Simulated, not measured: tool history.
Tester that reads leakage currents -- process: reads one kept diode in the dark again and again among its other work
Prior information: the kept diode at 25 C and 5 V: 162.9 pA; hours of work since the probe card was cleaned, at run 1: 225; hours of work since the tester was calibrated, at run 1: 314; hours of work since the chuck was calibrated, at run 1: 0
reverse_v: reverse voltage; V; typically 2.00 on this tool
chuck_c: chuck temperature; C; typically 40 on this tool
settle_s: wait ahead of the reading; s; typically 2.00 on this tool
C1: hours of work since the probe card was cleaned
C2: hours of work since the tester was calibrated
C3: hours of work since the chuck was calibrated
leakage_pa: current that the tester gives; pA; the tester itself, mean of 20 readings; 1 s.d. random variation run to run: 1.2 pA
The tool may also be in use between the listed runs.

Run 1, hour 0.0: usual settings; C1 225; C2 314; C3 0. Result: leakage_pa 407.76 pA.
Run 2, hour 151.4: usual settings; C1 291; C2 380; C3 66. Result: leakage_pa 408.80 pA.
Run 3, hour 332.3: usual settings but chuck_c 51 C; C1 370; C2 458; C3 145. Result: leakage_pa 999.93 pA.
Run 4, hour 511.9: usual settings but chuck_c 51 C; C1 448; C2 537; C3 223. Result: leakage_pa 995.23 pA.
Run 5, hour 670.0: usual settings but reverse_v 10.05 V; C1 517; C2 605; C3 292. Result: leakage_pa 839.66 pA.
Run 6, hour 769.7: usual settings but reverse_v 10.05 V; C1 560; C2 649; C3 335. Result: leakage_pa 842.76 pA.
Run 7, hour 848.4: usual settings but reverse_v 1.98 V; C1 595; C2 683; C3 369. Result: leakage_pa 406.49 pA.
Run 8, hour 980.7: usual settings; C1 652; C2 741; C3 427. Result: leakage_pa 403.74 pA.
Run 9, hour 1124.6: usual settings; C1 715; C2 803; C3 490. Result: leakage_pa 407.72 pA.
Run 10, hour 1244.7: usual settings; C1 767; C2 856; C3 542. Result: leakage_pa 406.73 pA.
Run 11, hour 1388.5: usual settings but reverse_v 1.64 V, chuck_c 50 C, settle_s 1.15 s; C1 830; C2 918; C3 604. Result: leakage_pa 840.98 pA.
At hour 1450.0: chuck's temperature calibrated.
Run 12, hour 1540.2: usual settings but chuck_c 35 C; C1 895; C2 983; C3 39. Result: leakage_pa 266.03 pA.
Run 13, hour 1659.9: usual settings but chuck_c 35 C; C1 947; C2 1036; C3 91. Result: leakage_pa 265.57 pA.
Run 14, hour 1812.8: usual settings but chuck_c 35 C; C1 1014; C2 1102; C3 158. Result: leakage_pa 267.10 pA.
Run 15, hour 1967.3: usual settings but chuck_c 35 C; C1 1081; C2 1169; C3 225. Result: leakage_pa 265.88 pA.
At hour 2021.8: probe card cleaned and baked.
Run 16, hour 2074.8: usual settings but reverse_v 5.07 V; C1 23; C2 1215; C3 271. Result: leakage_pa 619.28 pA.
Run 17, hour 2239.6: usual settings but reverse_v 5.07 V; C1 95; C2 1287; C3 342. Result: leakage_pa 616.63 pA.
Run 18, hour 2417.1: usual settings but reverse_v 2.78 V, chuck_c 39 C, settle_s 4.77 s; C1 172; C2 1364; C3 420. Result: leakage_pa 434.70 pA.

Describe how what the log doesn't record of the tool's condition differs between the last listed run preceding each entry between runs and the first listed run following it.
From run 11 to run 12: chuck's temperature calibrated (hour 1450.0)
  stray current of the dirty probe card, pA a volt: 0.035 -> 0.036; true chuck temperature over the reading, C: -0.03 -> 0
  measured result minus the result with no hidden state, leakage_pa: -2.14 -> -0.07 pA
From run 15 to run 16: probe card cleaned and baked (hour 2021.8)
  stray current of the dirty probe card, pA a volt: 0.039 -> 0.02; true chuck temperature over the reading, C: -0.01 -> -0.02
  measured result minus the result with no hidden state, leakage_pa: -0.30 -> -0.86 pA
